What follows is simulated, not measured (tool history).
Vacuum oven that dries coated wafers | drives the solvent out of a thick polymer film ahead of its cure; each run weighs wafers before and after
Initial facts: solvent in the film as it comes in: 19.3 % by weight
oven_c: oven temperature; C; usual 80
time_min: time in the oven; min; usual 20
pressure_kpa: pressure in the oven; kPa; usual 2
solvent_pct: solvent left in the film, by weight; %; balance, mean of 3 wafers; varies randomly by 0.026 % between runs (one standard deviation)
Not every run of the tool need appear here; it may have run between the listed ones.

Run 1, day 0: usual settings. Result: solvent_pct 1.44 %.
Run 2, day 0.512: usual settings but pressure_kpa 1.45 kPa. Result: solvent_pct 1.18 %.
Run 3, day 0.8: usual settings but pressure_kpa 1.45 kPa. Result: solvent_pct 1.22 %.
Run 4, day 1.058: usual settings but pressure_kpa 1.45 kPa. Result: solvent_pct 1.14 %.
Run 5, day 1.429: usual settings. Result: solvent_pct 1.44 %.
Run 6, day 1.771: usual settings. Result: solvent_pct 1.46 %.
Run 7, day 2.267: usual settings. Result: solvent_pct 1.46 %.
Run 8, day 2.808: usual settings but oven_c 73 C. Result: solvent_pct 3.24 %.
Run 9, day 3.304: usual settings but oven_c 74 C. Result: solvent_pct 2.85 %.
Run 10, day 3.879: usual settings but pressure_kpa 3.73 kPa. Result: solvent_pct 2.25 %.
Run 11, day 4.438: usual settings but pressure_kpa 3.73 kPa. Result: solvent_pct 2.26 %.
Run 12, day 5: usual settings but oven_c 85 C, pressure_kpa 3.73 kPa. Result: solvent_pct 1.59 %.
Run 13, day 5.492: usual settings but oven_c 85 C, pressure_kpa 3.73 kPa. Result: solvent_pct 1.58 %.
Run 14, day 5.992: usual settings but oven_c 85 C, pressure_kpa 3.73 kPa. Result: solvent_pct 1.54 %.
Run 15, day 6.262: usual settings but oven_c 85 C, pressure_kpa 3.73 kPa. Result: solvent_pct 1.56 %.
Run 16, day 6.567: usual settings but oven_c 85 C, pressure_kpa 3.73 kPa. Result: solvent_pct 1.55 %.
Run 17, day 6.888: usual settings but oven_c 78 C. Result: solvent_pct 1.83 %.
Run 18, day 7.125: usual settings but pressure_kpa 2.55 kPa. Result: solvent_pct 1.73 %.
Run 19, day 7.467: usual settings but pressure_kpa 2.55 kPa. Result: solvent_pct 1.68 %.
Run 20, day 7.871: usual settings but pressure_kpa 2.55 kPa. Result: solvent_pct 1.69 %.
Run 21, day 8.125: usual settings but pressure_kpa 2.55 kPa. Result: solvent_pct 1.72 %.
Run 22, day 8.5: usual settings but pressure_kpa 2.55 kPa. Result: solvent_pct 1.72 %.
Run 23, day 8.962: usual settings but oven_c 94 C, pressure_kpa 2.55 kPa. Result: solvent_pct 0.71 %.
Run 24, day 9.212: usual settings but oven_c 71 C, pressure_kpa 7.19 kPa. Result: solvent_pct 6.99 %.
Run 25, day 9.508: usual settings but oven_c 71 C, time_min 29 min, pressure_kpa 7.99 kPa. Result: solvent_pct 6.46 %.
Run 26, day 10.008: usual settings but oven_c 71 C, time_min 29 min, pressure_kpa 7.99 kPa. Result: solvent_pct 6.42 %.
Run 27, day 10.504: usual settings but oven_c 83 C, time_min 16 min. Result: solvent_pct 1.35 %.
Run 28, day 10.929: usual settings but oven_c 78 C, time_min 10 min, pressure_kpa 1.45 kPa. Result: solvent_pct 4.19 %.
Run 29, day 11.175: usual settings but oven_c 76 C, time_min 19 min, pressure_kpa 7.57 kPa. Result: solvent_pct 5.33 %.
Run 30, day 11.579: usual settings but oven_c 77 C, time_min 35 min, pressure_kpa 5.26 kPa. Result: solvent_pct 2.96 %.
Run 31, day 11.946: usual settings but time_min 24 min. Result: solvent_pct 1.19 %.
At day 12.496: oven's thermocouples calibrated.
Run 32, day 12.542: usual settings but oven_c 88 C, time_min 22 min. Result: solvent_pct 0.69 %.
Run 33, day 12.858: usual settings but oven_c 88 C, time_min 22 min. Result: solvent_pct 0.69 %.
Run 34, day 13.379: usual settings but oven_c 86 C, pressure_kpa 7 kPa. Result: solvent_pct 2.69 %.
Run 35, day 13.746: usual settings but oven_c 86 C, pressure_kpa 7 kPa. Result: solvent_pct 2.75 %.
Run 36, day 14.125: usual settings but oven_c 86 C, time_min 19 min, pressure_kpa 1.88 kPa. Result: solvent_pct 0.79 %.
Run 37, day 14.379: usual settings but oven_c 72 C, time_min 13 min, pressure_kpa 1.48 kPa. Result: solvent_pct 5.41 %.
Run 38, day 14.617: usual settings but oven_c 70 C, time_min 13 min, pressure_kpa 1.48 kPa. Result: solvent_pct 6.17 %.
Run 39, day 15.142: usual settings but oven_c 70 C, time_min 13 min, pressure_kpa 1.48 kPa. Result: solvent_pct 6.22 %.
Run 40, day 15.588: usual settings but oven_c 75 C, time_min 32 min, pressure_kpa 4.87 kPa. Result: solvent_pct 3.15 %.
Run 41, day 16.054: usual settings but pressure_kpa 2.62 kPa. Result: solvent_pct 1.74 %.
Run 42, day 16.308: usual settings but oven_c 89 C, time_min 15 min, pressure_kpa 1.38 kPa. Result: solvent_pct 0.61 %.
Run 43, day 16.754: usual settings but oven_c 89 C, time_min 21 min, pressure_kpa 3.37 kPa. Result: solvent_pct 1.13 %.
Run 44, day 17.15: usual settings but oven_c 89 C, time_min 21 min, pressure_kpa 3.37 kPa. Result: solvent_pct 1.16 %.
Run 45, day 17.5: usual settings but oven_c 87 C, time_min 19 min, pressure_kpa 5.82 kPa. Result: solvent_pct 2.15 %.
Run 46, day 18.029: usual settings but oven_c 72 C, pressure_kpa 1.15 kPa. Result: solvent_pct 3 %.

Consider 5 possible next runs. They are alternatives, not a sequence: every one starts from the tool as it was left by run 46. What does each give?
Run A, day 18.375: usual settings but oven_c 87 C, pressure_kpa 1.65 kPa. Result: solvent_pct ?.
Run B, day 18.375: usual settings but oven_c 67 C, time_min 34 min, pressure_kpa 1.22 kPa. Result: solvent_pct ?.
Run C, day 18.375: usual settings but oven_c 92 C, time_min 34 min, pressure_kpa 1.25 kPa. Result: solvent_pct ?.
Run D, day 18.375: usual settings but pressure_kpa 1.74 kPa. Result: solvent_pct ?.
Run E, day 18.375: usual settings but pressure_kpa 1.14 kPa. Result: solvent_pct ?.

run  solvent_pct
  A         0.66
  B         2.69
  C         0.38
  D         1.34
  E         1.05
Take away the tool's hidden state, keep each run's random variation, and the runs would have read:
run  solvent_pct
  A         0.66
  B         2.69
  C         0.38
  D         1.34
  E         1.04
